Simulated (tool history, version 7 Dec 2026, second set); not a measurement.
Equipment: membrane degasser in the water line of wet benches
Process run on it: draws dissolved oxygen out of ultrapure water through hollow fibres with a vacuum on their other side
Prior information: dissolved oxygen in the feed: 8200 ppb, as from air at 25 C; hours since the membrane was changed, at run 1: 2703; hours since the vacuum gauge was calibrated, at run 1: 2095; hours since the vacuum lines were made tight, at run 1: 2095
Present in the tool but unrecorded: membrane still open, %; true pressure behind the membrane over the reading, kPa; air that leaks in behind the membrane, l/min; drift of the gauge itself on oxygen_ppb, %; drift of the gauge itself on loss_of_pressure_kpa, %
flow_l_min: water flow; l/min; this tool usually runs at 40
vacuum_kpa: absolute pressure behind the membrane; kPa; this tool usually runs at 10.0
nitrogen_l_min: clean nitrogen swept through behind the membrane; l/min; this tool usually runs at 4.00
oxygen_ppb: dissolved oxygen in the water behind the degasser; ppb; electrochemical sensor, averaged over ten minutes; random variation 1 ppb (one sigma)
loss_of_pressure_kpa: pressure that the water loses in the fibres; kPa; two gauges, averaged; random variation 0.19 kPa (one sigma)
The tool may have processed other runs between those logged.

run,hour,flow_l_min,vacuum_kpa,nitrogen_l_min,hours since the membrane was changed,hours since the vacuum gauge was calibrated,hours since the vacuum lines were made tight,oxygen_ppb,loss_of_pressure_kpa
1,0.0,40,10.0,4.00,2703,2095,2095,165.6,38.93
2,59.6,40,10.0,4.00,2763,2154,2154,162.9,38.90
3,104.4,36,10.0,4.00,2808,2199,2199,146.8,34.78
4,172.7,40,10.6,4.00,2876,2268,2268,177.6,39.11
5,232.1,44,10.6,4.00,2936,2327,2327,193.4,42.95
6,307.2,40,10.0,4.00,3011,2402,2402,161.4,39.21
7,357.0,57,10.0,4.00,3060,2452,2452,238.8,55.90
8,411.7,57,10.0,4.00,3115,2507,2507,238.9,55.36
9,492.6,57,10.0,4.00,3196,2588,2588,234.1,55.74
10,578.0,57,10.0,4.00,3281,2673,2673,236.1,55.87
11,656.6,57,10.0,4.00,3360,2751,2751,234.6,55.54
12,693.1,57,10.0,4.00,3397,2788,2788,234.6,56.21
13,738.0,57,10.0,4.00,3441,2833,2833,235.6,55.89
14,814.8,57,10.0,4.00,3518,2910,2910,239.1,55.79
15,893.1,40,12.4,4.00,3597,2988,2988,217.0,39.41
# hour 908.7: vacuum gauge calibrated
16,968.3,40,10.0,5.42,3671,60,3063,122.4,39.33
17,1016.7,32,7.0,2.52,3720,108,3111,111.5,31.69
18,1098.2,32,7.0,2.52,3801,189,3193,112.0,31.51
19,1142.2,45,6.1,4.91,3845,234,3237,68.7,44.04
20,1197.1,60,8.7,3.66,3900,288,3291,220.8,58.86
21,1246.7,53,6.3,10.67,3950,338,3341,49.9,52.21
22,1298.8,53,6.3,10.67,4002,390,3393,49.9,52.04
23,1369.0,49,10.3,10.72,4072,460,3463,87.7,47.80
24,1442.8,29,10.5,1.85,4146,534,3537,255.9,28.58
25,1500.8,29,10.5,1.85,4204,592,3595,257.4,28.60
26,1553.7,29,10.5,1.85,4257,645,3648,254.5,28.19
27,1589.1,29,10.5,1.85,4292,680,3683,259.4,28.25
28,1659.2,40,10.0,3.23,4362,751,3754,194.9,39.14
29,1709.8,24,10.0,3.23,4413,801,3804,120.8,23.35

3 ways to go on from here, each from the tool as it stands after run 29. What would each give?
A,1795.8,47,10.0,4.00,4499,887,3890,?,?
B,1795.8,46,10.0,1.77,4499,887,3890,?,?
C,1795.8,29,7.4,2.99,4499,887,3890,?,?

run,oxygen_ppb,loss_of_pressure_kpa
A,190.8,46.35
B,375.0,45.25
C,96.4,28.60
Take away the tool's hidden state, keep each run's random variation, and the runs would have read:
run,oxygen_ppb,loss_of_pressure_kpa
A,188.8,45.19
B,372.7,44.11
C,95.6,27.88
